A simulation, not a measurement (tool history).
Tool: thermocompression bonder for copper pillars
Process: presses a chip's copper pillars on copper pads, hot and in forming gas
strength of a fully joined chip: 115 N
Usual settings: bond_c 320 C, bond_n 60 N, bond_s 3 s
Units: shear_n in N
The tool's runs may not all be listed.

run 1 hour=0.0 | bond_c=320 bond_n=60 bond_s=3 | shear_n=70.6
run 2 hour=80.0 | bond_c=320 bond_n=60 bond_s=3 | shear_n=69.4
run 3 hour=174.5 | bond_c=320 bond_n=60 bond_s=3 | shear_n=67.9
run 4 hour=269.7 | bond_c=320 bond_n=60 bond_s=3 | shear_n=68.5
run 5 hour=350.3 | bond_c=320 bond_n=60 bond_s=3 | shear_n=67.4
run 6 hour=426.3 | bond_c=320 bond_n=60 bond_s=3 | shear_n=67.9
run 7 hour=505.7 | bond_c=320 bond_n=60 bond_s=3 | shear_n=68.4
run 8 hour=595.8 | bond_c=320 bond_n=60 bond_s=3 | shear_n=69.1
run 9 hour=655.3 | bond_c=320 bond_n=60 bond_s=8 | shear_n=85.6
run 10 hour=700.4 | bond_c=320 bond_n=60 bond_s=8 | shear_n=83.4
run 11 hour=746.5 | bond_c=320 bond_n=60 bond_s=8 | shear_n=91.1
run 12 hour=810.1 | bond_c=320 bond_n=60 bond_s=8 | shear_n=92.7
run 13 hour=874.4 | bond_c=320 bond_n=60 bond_s=8 | shear_n=90.9
run 14 hour=958.8 | bond_c=320 bond_n=60 bond_s=8 | shear_n=90.4
run 15 hour=1033.7 | bond_c=320 bond_n=60 bond_s=2 | shear_n=63.8
run 16 hour=1115.1 | bond_c=320 bond_n=60 bond_s=2 | shear_n=62.8
run 17 hour=1177.7 | bond_c=320 bond_n=60 bond_s=2 | shear_n=62.0
run 18 hour=1223.0 | bond_c=320 bond_n=60 bond_s=2 | shear_n=61.8
run 19 hour=1316.1 | bond_c=320 bond_n=38 bond_s=3 | shear_n=48.4
run 20 hour=1360.9 | bond_c=320 bond_n=38 bond_s=3 | shear_n=47.6
run 21 hour=1453.2 | bond_c=303 bond_n=89 bond_s=2 | shear_n=74.9
run 22 hour=1511.5 | bond_c=307 bond_n=77 bond_s=3 | shear_n=79.0
run 23 hour=1598.9 | bond_c=314 bond_n=80 bond_s=3 | shear_n=84.7
run 24 hour=1654.1 | bond_c=320 bond_n=70 bond_s=2 | shear_n=73.2
run 25 hour=1696.6 | bond_c=320 bond_n=70 bond_s=2 | shear_n=72.3
run 26 hour=1774.7 | bond_c=320 bond_n=67 bond_s=4 | shear_n=84.8
run 27 hour=1839.8 | bond_c=320 bond_n=39 bond_s=3 | shear_n=51.8
run 28 hour=1887.8 | bond_c=301 bond_n=36 bond_s=3 | shear_n=33.3
run 29 hour=1935.1 | bond_c=301 bond_n=36 bond_s=3 | shear_n=32.5
run 30 hour=2033.1 | bond_c=301 bond_n=36 bond_s=3 | shear_n=32.2
run 31 hour=2096.5 | bond_c=301 bond_n=36 bond_s=3 | shear_n=33.4
run 32 hour=2170.9 | bond_c=313 bond_n=74 bond_s=3 | shear_n=76.9
run 33 hour=2239.6 | bond_c=328 bond_n=37 bond_s=4 | shear_n=58.3
run 34 hour=2323.1 | bond_c=328 bond_n=37 bond_s=4 | shear_n=58.6
run 35 hour=2419.4 | bond_c=320 bond_n=73 bond_s=7 | shear_n=94.3
run 36 hour=2514.0 | bond_c=320 bond_n=73 bond_s=7 | shear_n=92.7
run 37 hour=2582.2 | bond_c=320 bond_n=73 bond_s=7 | shear_n=92.1
run 38 hour=2623.3 | bond_c=344 bond_n=38 bond_s=2 | shear_n=55.6
run 39 hour=2666.0 | bond_c=344 bond_n=38 bond_s=2 | shear_n=56.8

Not shown: 6 entries that the log had between the listed runs. Between which runs, and how does the tool's hidden state differ before and after?
Between runs 6 and 7: force cell calibrated (hour 443.4)
  true temperature of the bond over the reading, C: 1.3 -> 1.6; force that reaches the chip, % of what is set: 95.5 -> 99.6; oxide that the forming gas leaves, % of the face: 6.7 -> 7.77
  measured less the result without the state, shear_n: -5.9 -> -4.4 N
Between runs 10 and 11: forming gas filter changed (hour 706.3)
  true temperature of the bond over the reading, C: 2.5 -> 2.6; force that reaches the chip, % of what is set: 99.2 -> 99.1; oxide that the forming gas leaves, % of the face: 10.41 -> 1.09
  measured less the result without the state, shear_n: -8.1 -> +0.7 N
Between runs 20 and 21: forming gas filter changed (hour 1431.8)
  true temperature of the bond over the reading, C: 5.2 -> 5.6; force that reaches the chip, % of what is set: 97.8 -> 97.6; oxide that the forming gas leaves, % of the face: 9.87 -> 0.79
  measured less the result without the state, shear_n: -2.5 -> +2.9 N
Between runs 27 and 28: heater calibrated with a thermocouple chip (hour 1887.8)
  true temperature of the bond over the reading, C: 7.2 -> -0.3; force that reaches the chip, % of what is set: 96.8 -> 96.7; oxide that the forming gas leaves, % of the face: 6.47 -> 7.1
  measured less the result without the state, shear_n: +0.1 -> -3.8 N
Between runs 31 and 32: forming gas filter changed (hour 2155.3)
  true temperature of the bond over the reading, C: 0.6 -> 0.9; force that reaches the chip, % of what is set: 96.2 -> 96.1; oxide that the forming gas leaves, % of the face: 9.92 -> 0.77
  measured less the result without the state, shear_n: -4.5 -> -1.6 N
Between runs 37 and 38: force cell calibrated (hour 2601.4)
  true temperature of the bond over the reading, C: 2.6 -> 2.8; force that reaches the chip, % of what is set: 95.2 -> 99.7; oxide that the forming gas leaves, % of the face: 6.67 -> 7.19
  measured less the result without the state, shear_n: -6.5 -> -2.4 N

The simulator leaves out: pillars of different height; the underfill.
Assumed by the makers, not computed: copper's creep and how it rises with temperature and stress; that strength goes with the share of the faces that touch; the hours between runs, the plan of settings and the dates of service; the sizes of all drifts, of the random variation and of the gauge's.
